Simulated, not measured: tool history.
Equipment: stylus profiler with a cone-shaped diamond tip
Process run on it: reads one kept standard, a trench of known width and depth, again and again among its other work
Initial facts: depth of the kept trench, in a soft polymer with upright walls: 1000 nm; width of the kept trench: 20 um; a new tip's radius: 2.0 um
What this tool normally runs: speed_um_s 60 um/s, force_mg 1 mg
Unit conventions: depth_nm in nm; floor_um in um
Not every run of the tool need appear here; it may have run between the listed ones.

{"run": 1, "hour": 0.0, "speed_um_s": 60, "force_mg": 1, "depth_nm": 1000.89, "floor_um": 15.27}
{"run": 2, "hour": 119.2, "speed_um_s": 60, "force_mg": 0.83, "depth_nm": 1003.58, "floor_um": 15.18}
{"run": 3, "hour": 177.1, "speed_um_s": 60, "force_mg": 0.83, "depth_nm": 1003.51, "floor_um": 15.14}
{"run": 4, "hour": 243.2, "speed_um_s": 60, "force_mg": 0.4, "depth_nm": 1001.65, "floor_um": 14.94}
{"run": 5, "hour": 328.9, "speed_um_s": 60, "force_mg": 0.4, "depth_nm": 1001.67, "floor_um": 14.92}
{"run": 6, "hour": 391.8, "speed_um_s": 60, "force_mg": 0.4, "depth_nm": 1001.65, "floor_um": 14.85}
{"run": 7, "hour": 446.2, "speed_um_s": 60, "force_mg": 1, "depth_nm": 1003.17, "floor_um": 15.08}
{"run": 8, "hour": 542.6, "speed_um_s": 60, "force_mg": 1, "depth_nm": 1003.46, "floor_um": 15.07}
{"run": 9, "hour": 609.2, "speed_um_s": 20, "force_mg": 1, "depth_nm": 1003.02, "floor_um": 15.37}
{"run": 10, "hour": 685.2, "speed_um_s": 60, "force_mg": 1, "depth_nm": 1002.76, "floor_um": 14.94}
{"run": 11, "hour": 802.3, "speed_um_s": 60, "force_mg": 1, "depth_nm": 1002.22, "floor_um": 14.95}
{"run": 12, "hour": 885.5, "speed_um_s": 60, "force_mg": 1, "depth_nm": 1002.35, "floor_um": 14.93}
{"run": 13, "hour": 949.8, "speed_um_s": 60, "force_mg": 1, "depth_nm": 1002.54, "floor_um": 14.87}
{"run": 14, "hour": 1022.9, "speed_um_s": 39, "force_mg": 1, "depth_nm": 1002.35, "floor_um": 15.08}
{"run": 15, "hour": 1121.5, "speed_um_s": 39, "force_mg": 1, "depth_nm": 1002.23, "floor_um": 14.99}
{"run": 16, "hour": 1181.6, "speed_um_s": 39, "force_mg": 1, "depth_nm": 1002.11, "floor_um": 14.94}
{"run": 17, "hour": 1260.0, "speed_um_s": 60, "force_mg": 0.8, "depth_nm": 1001.06, "floor_um": 14.7}
{"run": 18, "hour": 1373.1, "speed_um_s": 60, "force_mg": 0.8, "depth_nm": 1000.89, "floor_um": 14.7}
{"run": 19, "hour": 1452.3, "speed_um_s": 60, "force_mg": 0.8, "depth_nm": 1001.03, "floor_um": 14.65}
{"run": 20, "hour": 1507.9, "speed_um_s": 60, "force_mg": 0.8, "depth_nm": 1000.57, "floor_um": 14.62}
{"run": 21, "hour": 1624.3, "speed_um_s": 60, "force_mg": 0.8, "depth_nm": 1000.78, "floor_um": 14.52}
{"run": 22, "hour": 1710.7, "speed_um_s": 19, "force_mg": 0.72, "depth_nm": 1000.05, "floor_um": 14.88}
{"run": 23, "hour": 1771.9, "speed_um_s": 19, "force_mg": 0.72, "depth_nm": 1003.46, "floor_um": 14.86}
{"run": 24, "hour": 1829.5, "speed_um_s": 44, "force_mg": 0.69, "depth_nm": 1002.94, "floor_um": 14.59}
{"run": 25, "hour": 1918.1, "speed_um_s": 16, "force_mg": 0.37, "depth_nm": 1001.85, "floor_um": 14.82}
{"run": 26, "hour": 2009.6, "speed_um_s": 230, "force_mg": 2.09, "depth_nm": 1006.44, "floor_um": 13.73}
{"run": 27, "hour": 2090.0, "speed_um_s": 87, "force_mg": 0.46, "depth_nm": 1001.97, "floor_um": 15.52}
{"run": 28, "hour": 2162.3, "speed_um_s": 151, "force_mg": 1.7, "depth_nm": 1005.46, "floor_um": 15.57}
{"run": 29, "hour": 2249.2, "speed_um_s": 151, "force_mg": 1.7, "depth_nm": 1005.62, "floor_um": 15.5}
{"run": 30, "hour": 2363.2, "speed_um_s": 151, "force_mg": 1.7, "depth_nm": 1005.29, "floor_um": 15.42}
{"run": 31, "hour": 2472.0, "speed_um_s": 151, "force_mg": 1.7, "depth_nm": 1005.16, "floor_um": 15.33}
{"run": 32, "hour": 2565.7, "speed_um_s": 52, "force_mg": 0.85, "depth_nm": 1003, "floor_um": 15.81}
{"run": 33, "hour": 2677.3, "speed_um_s": 52, "force_mg": 0.85, "depth_nm": 1002.48, "floor_um": 15.79}
{"run": 34, "hour": 2778.8, "speed_um_s": 164, "force_mg": 1.56, "depth_nm": 1004.17, "floor_um": 15.15}
{"run": 35, "hour": 2866.7, "speed_um_s": 185, "force_mg": 1.3, "depth_nm": 1003.2, "floor_um": 14.86}
{"run": 36, "hour": 2940.4, "speed_um_s": 145, "force_mg": 0.75, "depth_nm": 1001.57, "floor_um": 14.73}
{"run": 37, "hour": 3001.3, "speed_um_s": 191, "force_mg": 0.38, "depth_nm": 1000.27, "floor_um": 13.55}
{"run": 38, "hour": 3062.7, "speed_um_s": 140, "force_mg": 1, "depth_nm": 1002.22, "floor_um": 14.92}
{"run": 39, "hour": 3179.4, "speed_um_s": 19, "force_mg": 0.5, "depth_nm": 1000.18, "floor_um": 15.72}
{"run": 40, "hour": 3240.7, "speed_um_s": 19, "force_mg": 0.5, "depth_nm": 1000.26, "floor_um": 15.73}
{"run": 41, "hour": 3351.5, "speed_um_s": 19, "force_mg": 0.5, "depth_nm": 1000.01, "floor_um": 15.69}
{"run": 42, "hour": 3446.9, "speed_um_s": 168, "force_mg": 1.3, "depth_nm": 1002.51, "floor_um": 14.69}

Removed from this log: 3 entries logged between the listed runs. Between which two listed runs does each belong, and how does the tool's hidden state at the listed run before it compare with that at the listed run after it?
After run 1, before run 2: height scale calibrated on a step standard (hour 74.6)
  radius of the tip, um: 2.74 -> 2.8; height scale over the true one, %: -0.338 -> -0.035
  what was measured, less what the result would be without the hidden state, depth_nm: -3.4 -> -0.36 nm; floor_um: -0.77 -> -0.83 um
After run 22, before run 23: height scale calibrated on a step standard (hour 1723.9)
  radius of the tip, um: 3.55 -> 3.58; height scale over the true one, %: -0.341 -> -0.009
  what was measured, less what the result would be without the hidden state, depth_nm: -3.42 -> -0.09 nm; floor_um: -1.48 -> -1.5 um
After run 26, before run 27: new tip fitted, height scale calibrated (hour 2035.7)
  radius of the tip, um: 3.68 -> 2.02; height scale over the true one, %: -0.056 -> -0.04
  what was measured, less what the result would be without the hidden state, depth_nm: -0.56 -> -0.4 nm; floor_um: -1.59 -> -0.02 um

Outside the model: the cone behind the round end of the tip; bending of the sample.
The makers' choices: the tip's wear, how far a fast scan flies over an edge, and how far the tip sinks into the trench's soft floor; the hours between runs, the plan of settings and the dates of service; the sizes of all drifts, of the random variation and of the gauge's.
